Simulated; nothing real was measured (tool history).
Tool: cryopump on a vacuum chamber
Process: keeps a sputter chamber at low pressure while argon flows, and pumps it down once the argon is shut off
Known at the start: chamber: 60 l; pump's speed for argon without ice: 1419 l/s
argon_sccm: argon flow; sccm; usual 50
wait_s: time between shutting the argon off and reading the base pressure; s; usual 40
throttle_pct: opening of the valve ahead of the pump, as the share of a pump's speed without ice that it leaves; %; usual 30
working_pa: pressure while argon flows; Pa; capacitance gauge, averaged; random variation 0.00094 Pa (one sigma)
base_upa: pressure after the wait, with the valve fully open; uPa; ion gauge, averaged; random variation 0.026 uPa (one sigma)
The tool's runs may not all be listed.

run	day	argon_sccm	wait_s	throttle_pct	working_pa	base_upa
1	0.000	50	40	30	0.2252	1.77
# day 0.488: pump warmed up, emptied and cooled again
2	2.967	50	40	30	0.2017	1.57
3	6.204	50	40	30	0.2062	1.70
4	11.429	50	40	30	0.2117	1.78
# day 12.833: leaking fittings of the chamber tightened, without venting
5	15.692	50	40	30	0.2210	1.23
6	18.842	50	40	30	0.2259	1.28
# day 20.504: pump warmed up, emptied and cooled again
7	22.029	50	40	30	0.2009	1.18
8	24.654	50	40	30	0.2059	1.15
9	28.996	50	40	30	0.2081	1.23
10	33.983	50	40	30	0.2162	1.26
11	37.654	50	40	21	0.3094	1.37
# day 40.600: pump warmed up, emptied and cooled again
12	41.383	50	118	21	0.2859	0.63
13	46.696	48	40	30	0.1970	1.32
14	52.162	48	40	30	0.2040	1.36
15	54.917	48	40	30	0.2086	1.43
16	58.642	48	43	30	0.2137	1.37
# day 60.567: pump warmed up, emptied and cooled again
17	61.383	50	75	30	0.2011	0.90
18	65.021	50	75	30	0.2041	0.93
19	69.738	32	21	30	0.1342	2.29
20	74.750	32	21	30	0.1394	2.29
21	80.150	32	21	30	0.1461	2.48
# day 80.842: pump warmed up, emptied and cooled again
22	85.721	32	21	30	0.1307	2.26
23	89.983	27	21	47	0.0757	2.33
24	93.138	93	205	17	0.6812	0.86
25	98.608	50	40	21	0.3098	1.74
# day 100.692: pump warmed up, emptied and cooled again
26	102.996	50	40	21	0.2895	1.56
27	107.783	31	40	36	0.1087	1.55
28	112.004	31	137	36	0.1124	1.02
29	115.688	43	59	16	0.3390	1.43
# day 120.625: pump warmed up, emptied and cooled again
30	120.733	54	48	22	0.2952	1.42
31	123.421	54	48	22	0.2984	1.45
32	126.462	50	135	30	0.2068	1.01
33	129.796	50	135	30	0.2110	1.03

Forecast each of these 3 alternatives for the next run:
A	133.246	51	53	34	?	?
B	133.246	50	31	30	?	?
C	133.246	43	160	30	?	?

run	working_pa	base_upa
A	0.1955	1.53
B	0.2164	2.00
C	0.1869	1.08
Without the tool's hidden state the same runs would have given:
run	working_pa	base_upa
A	0.1776	0.87
B	0.1987	1.35
C	0.1716	0.43
